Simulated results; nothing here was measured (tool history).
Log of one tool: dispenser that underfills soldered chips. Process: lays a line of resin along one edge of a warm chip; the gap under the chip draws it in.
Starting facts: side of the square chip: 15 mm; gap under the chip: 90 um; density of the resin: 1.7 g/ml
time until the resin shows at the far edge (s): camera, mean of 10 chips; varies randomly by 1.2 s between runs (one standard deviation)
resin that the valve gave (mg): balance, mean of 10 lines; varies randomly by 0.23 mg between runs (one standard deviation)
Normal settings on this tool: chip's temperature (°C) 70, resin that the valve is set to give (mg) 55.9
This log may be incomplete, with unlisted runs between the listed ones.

run   hour  chip's temperature (°C)  resin that the valve is set to give (mg)  time until the resin shows at the far edge (s)  resin that the valve gave (mg)
  1    0.0                       70                                      55.9                                           124.9                           50.48
  2    3.4                       70                                      55.9                                           151.5                           50.26
  3    9.0                       70                                      55.9                                           124.4                           50.00
  4   13.6                       70                                      55.9                                           150.1                           55.73
  5   16.3                       70                                      55.9                                           179.7                           55.40
  6   19.7                       70                                      55.9                                           124.0                           55.45
  7   24.8                       70                                      55.9                                           168.3                           54.80
  8   27.6                       70                                      55.9                                           195.9                           54.88
  9   30.9                       70                                      55.9                                           144.8                           55.01
 10   36.8                       70                                      55.9                                           194.5                           54.75
 11   40.3                       70                                      55.9                                           139.1                           54.50
 12   43.2                       70                                      55.9                                           167.0                           54.49
 13   46.1                       70                                      55.9                                           201.2                           54.66
 14   51.4                       70                                      55.9                                           157.3                           54.58
 15   55.2                       82                                      48.9                                           133.3                           47.67
 16   58.4                       66                                      55.5                                           162.2                           53.52
 17   60.8                       56                                      60.1                                           274.9                           58.16
 18   66.4                       61                                      64.7                                           185.1                           62.23
 19   71.3                       61                                      64.7                                           244.8                           61.79
 20   75.7                       64                                      56.5                                           167.8                           54.32
 21   80.6                       64                                      56.5                                           224.5                           54.03
 22   85.7                       71                                      72.4                                           132.9                           69.16
 23   88.1                       60                                      58.6                                           233.4                           55.76
 24   91.9                       73                                      67.7                                           175.9                           64.37
 25   95.9                       73                                      67.7                                           133.1                           64.11
 26  100.3                       63                                      67.7                                           246.2                           64.07
 27  103.5                       73                                      55.4                                           123.1                           51.99

The log once held 12 entries between its listed runs, left out of this copy. Where does each go, and what is different about the tool's unlogged condition between the listed run before it and the listed run after it?
Logged between run 2 and run 3: new syringe of resin (hour 9.0)
  resin's viscosity, % of fresh resin's: 121.7 -> 100.8; dose that the valve gives, % of what is set: 90.01 -> 89.69; true chip temperature over the reading, C: -0.39 -> -0.4
  measured value less the no-hidden-state value, time until the resin shows at the far edge (s): +30.5 -> +4.6; resin that the valve gave (mg): -5.58 -> -5.74
Logged between run 3 and run 4: dispensing valve cleaned and set on the balance (hour 13.6)
  resin's viscosity, % of fresh resin's: 100.8 -> 124.5; dose that the valve gives, % of what is set: 89.69 -> 99.6; true chip temperature over the reading, C: -0.4 -> -0.41
  measured value less the no-hidden-state value, time until the resin shows at the far edge (s): +4.6 -> +31.4; resin that the valve gave (mg): -5.74 -> -0.22
Logged between run 5 and run 6: new syringe of resin (hour 19.4)
  resin's viscosity, % of fresh resin's: 145.8 -> 101.3; dose that the valve gives, % of what is set: 99.42 -> 99.21; true chip temperature over the reading, C: -0.41 -> -0.42
  measured value less the no-hidden-state value, time until the resin shows at the far edge (s): +58.3 -> +3.6; resin that the valve gave (mg): -0.32 -> -0.44
Logged between run 8 and run 9: new syringe of resin (hour 28.9)
  resin's viscosity, % of fresh resin's: 161.4 -> 114.2; dose that the valve gives, % of what is set: 98.7 -> 98.52; true chip temperature over the reading, C: -0.44 -> -0.45
  measured value less the no-hidden-state value, time until the resin shows at the far edge (s): +76.5 -> +20.2; resin that the valve gave (mg): -0.72 -> -0.83
Logged between run 10 and run 11: new syringe of resin (hour 38.0)
  resin's viscosity, % of fresh resin's: 161.2 -> 114.8; dose that the valve gives, % of what is set: 98.13 -> 97.93; true chip temperature over the reading, C: -0.46 -> -0.47
  measured value less the no-hidden-state value, time until the resin shows at the far edge (s): +76.0 -> +20.2; resin that the valve gave (mg): -1.05 -> -1.15
Logged between run 13 and run 14: new syringe of resin (hour 46.9)
  resin's viscosity, % of fresh resin's: 161.9 -> 129.1; dose that the valve gives, % of what is set: 97.54 -> 97.21; true chip temperature over the reading, C: -0.48 -> -0.49
  measured value less the no-hidden-state value, time until the resin shows at the far edge (s): +79.2 -> +38.1; resin that the valve gave (mg): -1.38 -> -1.56
Logged between run 15 and run 16: new syringe of resin (hour 56.0)
  resin's viscosity, % of fresh resin's: 161.5 -> 114.4; dose that the valve gives, % of what is set: 96.97 -> 96.77
  measured value less the no-hidden-state value, time until the resin shows at the far edge (s): +52.8 -> +23.6; resin that the valve gave (mg): -1.48 -> -1.79
Logged between run 17 and run 18: new syringe of resin (hour 65.1)
  resin's viscosity, % of fresh resin's: 131.8 -> 107.4; dose that the valve gives, % of what is set: 96.61 -> 96.28; true chip temperature over the reading, C: -0.51 -> -0.52
  measured value less the no-hidden-state value, time until the resin shows at the far edge (s): +71.1 -> +16.4; resin that the valve gave (mg): -2.04 -> -2.40
Logged between run 19 and run 20: new syringe of resin (hour 74.5)
  resin's viscosity, % of fresh resin's: 142.8 -> 109; dose that the valve gives, % of what is set: 95.98 -> 95.71; true chip temperature over the reading, C: -0.53 -> -0.54
  measured value less the no-hidden-state value, time until the resin shows at the far edge (s): +77.2 -> +17.7; resin that the valve gave (mg): -2.58 -> -2.44
Logged between run 21 and run 22: new syringe of resin (hour 83.5)
  resin's viscosity, % of fresh resin's: 145.9 -> 113.6; dose that the valve gives, % of what is set: 95.39 -> 95.1; true chip temperature over the reading, C: -0.55 -> -0.56
  measured value less the no-hidden-state value, time until the resin shows at the far edge (s): +74.6 -> +18.4; resin that the valve gave (mg): -2.61 -> -3.56
Logged between run 24 and run 25: new syringe of resin (hour 92.5)
  resin's viscosity, % of fresh resin's: 163.9 -> 119.7; dose that the valve gives, % of what is set: 94.71 -> 94.47; true chip temperature over the reading, C: -0.57 -> -0.58
  measured value less the no-hidden-state value, time until the resin shows at the far edge (s): +70.9 -> +24.5; resin that the valve gave (mg): -3.59 -> -3.75
Logged between run 26 and run 27: new syringe of resin (hour 102.0)
  resin's viscosity, % of fresh resin's: 155.4 -> 110; dose that the valve gives, % of what is set: 94.18 -> 93.98; true chip temperature over the reading, C: -0.59 -> -0.6
  measured value less the no-hidden-state value, time until the resin shows at the far edge (s): +91.5 -> +14.4; resin that the valve gave (mg): -3.96 -> -3.33

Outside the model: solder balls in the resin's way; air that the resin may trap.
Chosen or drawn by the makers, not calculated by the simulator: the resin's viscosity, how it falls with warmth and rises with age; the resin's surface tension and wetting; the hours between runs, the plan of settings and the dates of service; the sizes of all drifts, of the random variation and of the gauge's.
